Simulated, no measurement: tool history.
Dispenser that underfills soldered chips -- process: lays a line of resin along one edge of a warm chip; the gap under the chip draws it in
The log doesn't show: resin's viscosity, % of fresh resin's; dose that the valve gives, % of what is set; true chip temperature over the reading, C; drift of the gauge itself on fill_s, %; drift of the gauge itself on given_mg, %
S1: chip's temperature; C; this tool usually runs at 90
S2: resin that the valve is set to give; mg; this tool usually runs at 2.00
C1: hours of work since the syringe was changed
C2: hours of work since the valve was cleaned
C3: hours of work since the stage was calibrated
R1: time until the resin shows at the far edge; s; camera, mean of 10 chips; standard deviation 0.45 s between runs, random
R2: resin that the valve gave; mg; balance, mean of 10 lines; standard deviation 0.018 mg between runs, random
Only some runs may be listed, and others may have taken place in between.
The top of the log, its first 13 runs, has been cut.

run	hour	S1	S2	C1	C2	C3	R1	R2
14	64.9	90	2.00	4	33	59	47.3	1.95
# hour 70.4: new syringe of resin
15	70.4	90	2.00	0	37	62	33.6	1.93
16	73.8	90	2.00	2	39	65	42.5	1.90
17	79.1	90	2.00	6	43	68	57.9	1.91
# hour 81.3: new syringe of resin
18	85.3	90	2.00	3	47	73	42.9	1.91
19	89.0	77	2.24	5	50	75	102.4	2.15
# hour 92.1: new syringe of resin
20	92.7	77	2.24	0	52	78	66.9	2.14
# hour 95.0: dispensing valve cleaned and set on the balance
21	99.0	83	2.01	4	3	81	68.9	1.99
# hour 104.0: new syringe of resin
22	104.9	105	2.07	1	7	85	18.0	2.05
23	111.2	89	2.00	5	11	90	55.7	1.96
# hour 114.9: new syringe of resin
24	115.1	86	2.36	0	14	92	41.4	2.32
25	119.4	100	1.93	3	17	95	28.8	1.94
26	122.4	100	1.93	5	19	97	34.1	1.91
# hour 125.8: new syringe of resin
27	127.2	82	2.50	1	22	100	53.7	2.44
28	130.1	79	2.45	3	24	103	75.9	2.38
29	133.3	94	1.72	5	26	105	48.2	1.67
# hour 136.5: new syringe of resin
30	136.5	94	2.27	0	28	107	28.0	2.20
31	140.6	94	2.27	3	31	110	34.8	2.22
# hour 147.4: new syringe of resin
32	147.5	88	2.24	0	36	114	37.0	2.17
33	150.6	101	2.45	2	38	117	24.0	2.31
34	157.0	92	1.86	7	43	121	58.3	1.77
# hour 158.4: new syringe of resin
35	160.5	75	2.00	1	45	123	88.3	1.94
36	164.7	95	2.12	4	48	126	41.5	2.03

Forecast each of these 4 alternatives for the next run:
# hour 169.6: new syringe of resin
A	169.7	92	2.13	0	51	130	?	?
# hour 169.6: new syringe of resin
B	169.7	87	2.12	0	51	130	?	?
# hour 169.6: new syringe of resin
C	169.7	93	1.81	0	51	130	?	?
# hour 169.6: new syringe of resin
D	169.7	85	2.00	0	51	130	?	?

run	R1	R2
A	31.9	2.03
B	41.1	2.02
C	32.6	1.74
D	47.0	1.89
Stripped of hidden state, with their random variation kept, the same runs would have yielded:
run	R1	R2
A	29.1	2.13
B	37.4	2.12
C	29.4	1.82
D	42.7	1.98
